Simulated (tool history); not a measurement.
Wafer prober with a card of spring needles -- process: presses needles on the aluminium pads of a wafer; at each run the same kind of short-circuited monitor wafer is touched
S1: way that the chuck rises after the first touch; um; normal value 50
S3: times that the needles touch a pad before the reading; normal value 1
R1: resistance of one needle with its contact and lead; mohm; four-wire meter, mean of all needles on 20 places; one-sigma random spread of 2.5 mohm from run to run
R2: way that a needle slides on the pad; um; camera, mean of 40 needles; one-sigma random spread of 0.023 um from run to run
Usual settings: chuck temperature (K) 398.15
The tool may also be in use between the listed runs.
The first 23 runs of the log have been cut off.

-- hour=291.9 tips cleaned on abrasive film
run 24 hour=291.9 | S1=70 chuck_temperature_(K)=300.15 S3=1 | R1=250 R2=12.91
run 25 hour=304.0 | S1=59 chuck_temperature_(K)=353.15 S3=1 | R1=274 R2=10.91
-- hour=313.4 tips cleaned on abrasive film
run 26 hour=319.3 | S1=38 chuck_temperature_(K)=353.15 S3=1 | R1=275 R2=7.05
-- hour=334.8 tips cleaned on abrasive film
run 27 hour=336.6 | S1=40 chuck_temperature_(K)=359.15 S3=2 | R1=276 R2=7.45
-- hour=339.3 height of the first contact set anew
run 28 hour=351.2 | S1=50 chuck_temperature_(K)=348.15 S3=1 | R1=268 R2=9.29
-- hour=356.9 tips cleaned on abrasive film
run 29 hour=359.6 | S1=50 chuck_temperature_(K)=304.15 S3=1 | R1=259 R2=9.29
run 30 hour=369.7 | S1=49 chuck_temperature_(K)=347.15 S3=2 | R1=273 R2=9.10
-- hour=379.1 tips cleaned on abrasive film
run 31 hour=382.3 | S1=49 chuck_temperature_(K)=371.15 S3=2 | R1=279 R2=9.12
run 32 hour=393.0 | S1=49 chuck_temperature_(K)=371.15 S3=2 | R1=277 R2=9.16
-- hour=400.6 tips cleaned on abrasive film
run 33 hour=400.8 | S1=64 chuck_temperature_(K)=328.15 S3=1 | R1=265 R2=11.97

Predict each of these 3 candidate next runs independently; none follows another, all start after run 33:
run A hour=417.5 | S1=33 chuck_temperature_(K)=307.15 S3=1 | R1=? R2=?
run B hour=417.5 | S1=58 chuck_temperature_(K)=398.15 S3=1 | R1=? R2=?
run C hour=417.5 | S1=42 chuck_temperature_(K)=336.15 S3=2 | R1=? R2=?

run=A R1=268 R2=6.16
run=B R1=285 R2=10.86
run=C R1=270 R2=7.87
Take away the tool's hidden state, keep each run's random variation, and the runs would have read:
run=A R1=267 R2=6.02
run=B R1=284 R2=10.61
run=C R1=269 R2=7.69

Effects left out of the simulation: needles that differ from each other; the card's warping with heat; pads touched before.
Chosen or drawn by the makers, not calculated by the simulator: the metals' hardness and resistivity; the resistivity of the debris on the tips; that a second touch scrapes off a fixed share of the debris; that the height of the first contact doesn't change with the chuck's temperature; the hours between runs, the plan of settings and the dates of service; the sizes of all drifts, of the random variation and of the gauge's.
